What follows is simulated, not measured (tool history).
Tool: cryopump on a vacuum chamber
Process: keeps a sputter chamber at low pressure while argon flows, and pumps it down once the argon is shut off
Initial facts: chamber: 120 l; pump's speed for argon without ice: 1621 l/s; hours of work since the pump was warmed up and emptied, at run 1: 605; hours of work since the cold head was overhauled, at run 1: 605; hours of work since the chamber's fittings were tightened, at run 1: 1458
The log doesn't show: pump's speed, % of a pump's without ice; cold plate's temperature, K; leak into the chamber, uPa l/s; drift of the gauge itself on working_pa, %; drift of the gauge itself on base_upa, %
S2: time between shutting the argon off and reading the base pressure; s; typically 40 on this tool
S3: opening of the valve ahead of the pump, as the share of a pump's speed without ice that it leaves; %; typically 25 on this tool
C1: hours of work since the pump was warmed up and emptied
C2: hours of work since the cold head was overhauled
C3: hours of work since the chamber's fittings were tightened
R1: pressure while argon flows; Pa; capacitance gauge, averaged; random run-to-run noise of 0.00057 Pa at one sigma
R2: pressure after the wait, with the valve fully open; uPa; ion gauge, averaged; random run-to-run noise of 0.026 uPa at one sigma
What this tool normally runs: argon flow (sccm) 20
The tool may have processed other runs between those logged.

run 1 hour=0.0 | argon_flow_(sccm)=20 S2=40 S3=25 | C1=605 C2=605 C3=1458 | R1=0.0853 R2=2.54
run 2 hour=37.7 | argon_flow_(sccm)=20 S2=40 S3=25 | C1=631 C2=631 C3=1484 | R1=0.0868 R2=2.59
run 3 hour=93.4 | argon_flow_(sccm)=20 S2=40 S3=25 | C1=669 C2=669 C3=1522 | R1=0.0870 R2=2.62
run 4 hour=133.6 | argon_flow_(sccm)=20 S2=62 S3=25 | C1=697 C2=697 C3=1550 | R1=0.0865 R2=2.38
run 5 hour=194.3 | argon_flow_(sccm)=20 S2=62 S3=25 | C1=738 C2=738 C3=1591 | R1=0.0875 R2=2.47
run 6 hour=237.9 | argon_flow_(sccm)=20 S2=40 S3=25 | C1=768 C2=768 C3=1621 | R1=0.0875 R2=2.72
run 7 hour=296.4 | argon_flow_(sccm)=20 S2=254 S3=25 | C1=808 C2=808 C3=1661 | R1=0.0871 R2=2.04
run 8 hour=339.0 | argon_flow_(sccm)=20 S2=121 S3=25 | C1=837 C2=837 C3=1691 | R1=0.0871 R2=2.30
run 9 hour=404.7 | argon_flow_(sccm)=18 S2=90 S3=22 | C1=882 C2=882 C3=1736 | R1=0.0893 R2=2.50
run 10 hour=457.1 | argon_flow_(sccm)=20 S2=169 S3=54 | C1=918 C2=918 C3=1772 | R1=0.0425 R2=2.40
run 11 hour=486.1 | argon_flow_(sccm)=26 S2=23 S3=20 | C1=938 C2=938 C3=1791 | R1=0.1405 R2=3.68
run 12 hour=518.7 | argon_flow_(sccm)=20 S2=40 S3=31 | C1=960 C2=960 C3=1814 | R1=0.0722 R2=3.00
run 13 hour=568.6 | argon_flow_(sccm)=19 S2=79 S3=25 | C1=995 C2=995 C3=1848 | R1=0.0831 R2=2.70
run 14 hour=608.7 | argon_flow_(sccm)=20 S2=180 S3=25 | C1=1022 C2=1022 C3=1875 | R1=0.0881 R2=2.47
run 15 hour=652.4 | argon_flow_(sccm)=29 S2=49 S3=25 | C1=1052 C2=1052 C3=1905 | R1=0.1279 R2=3.11

What will run 16 give?
run 16 hour=710.1 | argon_flow_(sccm)=29 S2=49 S3=25 | C1=1091 C2=1091 C3=1945 | R1=? R2=?

{"run 16": {"R1": 0.1298, "R2": 3.17}}
Without the tool's hidden state the same run would have given R1 0.1221 Pa, R2 0.94 uPa.
